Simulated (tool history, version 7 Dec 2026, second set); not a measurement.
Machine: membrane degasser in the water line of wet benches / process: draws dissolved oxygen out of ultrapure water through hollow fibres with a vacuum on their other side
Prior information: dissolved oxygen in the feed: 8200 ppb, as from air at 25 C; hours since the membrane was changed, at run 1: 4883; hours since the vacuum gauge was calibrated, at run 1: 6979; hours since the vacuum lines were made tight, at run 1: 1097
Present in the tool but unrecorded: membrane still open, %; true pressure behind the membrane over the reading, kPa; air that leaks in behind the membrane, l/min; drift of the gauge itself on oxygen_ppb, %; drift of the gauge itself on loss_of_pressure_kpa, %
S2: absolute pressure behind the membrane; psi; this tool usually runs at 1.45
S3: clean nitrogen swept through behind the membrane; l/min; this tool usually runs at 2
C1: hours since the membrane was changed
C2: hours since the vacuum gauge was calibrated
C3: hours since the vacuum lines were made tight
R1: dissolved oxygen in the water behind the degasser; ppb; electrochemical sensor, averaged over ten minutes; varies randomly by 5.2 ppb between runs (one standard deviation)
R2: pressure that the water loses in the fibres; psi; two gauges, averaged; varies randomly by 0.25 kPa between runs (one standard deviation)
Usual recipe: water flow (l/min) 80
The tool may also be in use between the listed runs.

Run 1, day 0: usual settings; C1 4883; C2 6979; C3 1097. Result: R1 586 ppb, R2 10.193 psi.
Run 2, day 8.058: usual settings; C1 5077; C2 7172; C3 1290. Result: R1 589.6 ppb, R2 10.183 psi.
At day 11.738: vacuum gauge calibrated.
Run 3, day 12.604: usual settings; C1 5185; C2 21; C3 1399. Result: R1 514.4 ppb, R2 10.124 psi.
Run 4, day 17.8: usual settings but S2 1.68 psi; C1 5310; C2 146; C3 1523. Result: R1 638.7 ppb, R2 10.17 psi.
Run 5, day 25.767: usual settings but S2 1.68 psi; C1 5501; C2 337; C3 1715. Result: R1 648.3 ppb, R2 10.224 psi.
Run 6, day 33.642: usual settings but S2 1.61 psi; C1 5690; C2 526; C3 1904. Result: R1 602.4 ppb, R2 10.211 psi.
Run 7, day 41.225: usual settings but S2 1.61 psi, S3 2.14 l/min; C1 5872; C2 708; C3 2085. Result: R1 572.6 ppb, R2 10.224 psi.
Run 8, day 45.217: usual settings but water flow (l/min) 57; C1 5968; C2 804; C3 2181. Result: R1 407.7 ppb, R2 7.277 psi.
Run 9, day 49.721: usual settings but water flow (l/min) 57; C1 6076; C2 912; C3 2289. Result: R1 401 ppb, R2 7.311 psi.
Run 10, day 56.271: usual settings but water flow (l/min) 57, S3 0.93 l/min; C1 6233; C2 1069; C3 2447. Result: R1 726.1 ppb, R2 7.263 psi.
Run 11, day 62.188: usual settings but water flow (l/min) 57, S3 0.93 l/min; C1 6375; C2 1211; C3 2589. Result: R1 717.7 ppb, R2 7.258 psi.
Run 12, day 67.558: usual settings but water flow (l/min) 57, S3 0.93 l/min; C1 6504; C2 1340; C3 2717. Result: R1 725 ppb, R2 7.294 psi.
Run 13, day 71.612: usual settings; C1 6601; C2 1437; C3 2815. Result: R1 534.8 ppb, R2 10.243 psi.
Run 14, day 79.05: usual settings; C1 6780; C2 1616; C3 2993. Result: R1 528.9 ppb, R2 10.23 psi.
Run 15, day 83.871: usual settings but S3 0.85 l/min; C1 6896; C2 1731; C3 3109. Result: R1 971.4 ppb, R2 10.286 psi.
At day 86.45: seals of the vacuum lines changed.
Run 16, day 92.667: usual settings but S3 0.85 l/min; C1 7105; C2 1940; C3 149. Result: R1 967.7 ppb, R2 10.283 psi.
Run 17, day 100.871: usual settings but water flow (l/min) 54, S2 3.28 psi, S3 3.78 l/min; C1 7302; C2 2137; C3 346. Result: R1 609.4 ppb, R2 6.965 psi.
Run 18, day 109.242: usual settings but water flow (l/min) 54, S2 1.94 psi, S3 3.24 l/min; C1 7503; C2 2338; C3 547. Result: R1 375.8 ppb, R2 6.962 psi.
Run 19, day 113.483: usual settings but S3 1.05 l/min; C1 7604; C2 2440; C3 649. Result: R1 854.9 ppb, R2 10.331 psi.
Run 20, day 120.758: usual settings but S3 1.05 l/min; C1 7779; C2 2614; C3 823. Result: R1 858.6 ppb, R2 10.321 psi.
Run 21, day 129.746: usual settings but water flow (l/min) 105, S3 1.05 l/min; C1 7995; C2 2830; C3 1039. Result: R1 1020.5 ppb, R2 13.497 psi.
Run 22, day 138.458: usual settings but water flow (l/min) 105, S3 1.05 l/min; C1 8204; C2 3039; C3 1248. Result: R1 1032 ppb, R2 13.565 psi.
Run 23, day 146.583: usual settings but water flow (l/min) 68, S3 2.23 l/min; C1 8399; C2 3234; C3 1443. Result: R1 446.4 ppb, R2 8.92 psi.
Run 24, day 152.438: usual settings but water flow (l/min) 68, S3 2.23 l/min; C1 8539; C2 3375; C3 1584. Result: R1 444.8 ppb, R2 8.86 psi.
Run 25, day 157.692: usual settings but S2 1.31 psi, S3 3.89 l/min; C1 8665; C2 3501; C3 1710. Result: R1 283 ppb, R2 10.338 psi.
Run 26, day 164.521: usual settings but S2 1.31 psi, S3 3.89 l/min; C1 8829; C2 3665; C3 1874. Result: R1 279.2 ppb, R2 10.382 psi.
Run 27, day 172.417: usual settings but water flow (l/min) 60, S2 1.23 psi, S3 5.15 l/min; C1 9019; C2 3854; C3 2063. Result: R1 156.2 ppb, R2 7.71 psi.
Run 28, day 176.471: usual settings but S2 2.38 psi; C1 9116; C2 3952; C3 2160. Result: R1 993.9 ppb, R2 10.34 psi.
Run 29, day 183.129: usual settings but S2 2.38 psi; C1 9276; C2 4111; C3 2320. Result: R1 999.5 ppb, R2 10.418 psi.
Run 30, day 188.379: usual settings but S2 2.38 psi; C1 9402; C2 4237; C3 2446. Result: R1 985.3 ppb, R2 10.437 psi.
At day 190.65: membrane cartridge changed.
Run 31, day 193.662: usual settings but S2 2.38 psi; C1 72; C2 4360; C3 2569. Result: R1 1003.4 ppb, R2 9.871 psi.
Run 32, day 201.329: usual settings but S2 0.87 psi; C1 256; C2 4544; C3 2753. Result: R1 263.5 ppb, R2 9.91 psi.

Below are 3 alternative next runs, each starting from the tool's condition after run 32. Predict each:
Run A, day 209.846: usual settings but water flow (l/min) 62, S2 0.87 psi, S3 4.08 l/min; C1 461; C2 4749; C3 2957. Result: R1 ?, R2 ?.
Run B, day 209.846: usual settings but water flow (l/min) 59, S2 0.87 psi, S3 0.95 l/min; C1 461; C2 4749; C3 2957. Result: R1 ?, R2 ?.
Run C, day 209.846: usual settings but S2 1.07 psi, S3 2.18 l/min; C1 461; C2 4749; C3 2957. Result: R1 ?, R2 ?.

run     R1     R2
  A  115.2  7.646
  B  364.8  7.298
  C  348.9  9.805
With the hidden condition removed and each run's random variation left untouched, the same runs would have given:
run     R1     R2
  A   95.5  7.625
  B    304  7.278
  C  307.8  9.776
